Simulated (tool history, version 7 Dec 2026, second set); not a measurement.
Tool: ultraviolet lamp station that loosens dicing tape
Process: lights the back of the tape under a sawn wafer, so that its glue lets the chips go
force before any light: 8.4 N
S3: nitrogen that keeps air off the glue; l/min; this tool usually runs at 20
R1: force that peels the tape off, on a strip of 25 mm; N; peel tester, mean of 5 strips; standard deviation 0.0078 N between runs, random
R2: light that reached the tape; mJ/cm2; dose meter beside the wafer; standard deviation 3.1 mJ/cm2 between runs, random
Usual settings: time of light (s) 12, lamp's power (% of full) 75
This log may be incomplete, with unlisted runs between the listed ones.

{"run": 1, "day": 0.0, "time of light (s)": 12, "lamp's power (% of full)": 75, "S3": 20, "R1": 0.399, "R2": 418}
{"run": 2, "day": 0.262, "time of light (s)": 12, "lamp's power (% of full)": 75, "S3": 20, "R1": 0.395, "R2": 421}
{"run": 3, "day": 0.45, "time of light (s)": 14, "lamp's power (% of full)": 75, "S3": 20, "R1": 0.295, "R2": 490}
{"run": 4, "day": 0.642, "time of light (s)": 12, "lamp's power (% of full)": 80, "S3": 20, "R1": 0.344, "R2": 443}
{"run": 5, "day": 0.946, "time of light (s)": 12, "lamp's power (% of full)": 75, "S3": 20, "R1": 0.415, "R2": 414}
{"run": 6, "day": 1.254, "time of light (s)": 12, "lamp's power (% of full)": 75, "S3": 38, "R1": 0.268, "R2": 409}
{"run": 7, "day": 1.508, "time of light (s)": 12, "lamp's power (% of full)": 91, "S3": 20, "R1": 0.278, "R2": 498}
{"run": 8, "day": 1.712, "time of light (s)": 10, "lamp's power (% of full)": 61, "S3": 20, "R1": 0.96, "R2": 274}
{"run": 9, "day": 1.992, "time of light (s)": 11, "lamp's power (% of full)": 95, "S3": 20, "R1": 0.298, "R2": 471}
{"run": 10, "day": 2.242, "time of light (s)": 11, "lamp's power (% of full)": 75, "S3": 31, "R1": 0.359, "R2": 371}
{"run": 11, "day": 2.638, "time of light (s)": 15, "lamp's power (% of full)": 77, "S3": 20, "R1": 0.267, "R2": 517}
{"run": 12, "day": 3.062, "time of light (s)": 11, "lamp's power (% of full)": 77, "S3": 20, "R1": 0.512, "R2": 377}
{"run": 13, "day": 3.421, "time of light (s)": 14, "lamp's power (% of full)": 75, "S3": 35, "R1": 0.23, "R2": 468}

Selected run-to-run steps in R1, each split into two signed amounts: the part the tool would show with no hidden state at all (from settings, incoming material and random variation), and the remainder, which goes to the hidden state together with any gauge scatter not common to the measured and the hidden-state-free results:
Hidden conditions of the tool in this case: lamp's light, % of a new lamp's; light that the window lets through, % of a clean one's; drift of the gauge itself on peel_n, %; drift of the gauge itself on dose_mj_cm2, %.
Run 7 -> 8: time of light (s) 12 -> 10, lamp's power (% of full) 91 -> 61. R1 +0.682 N: hidden state +0.207, all else +0.475.
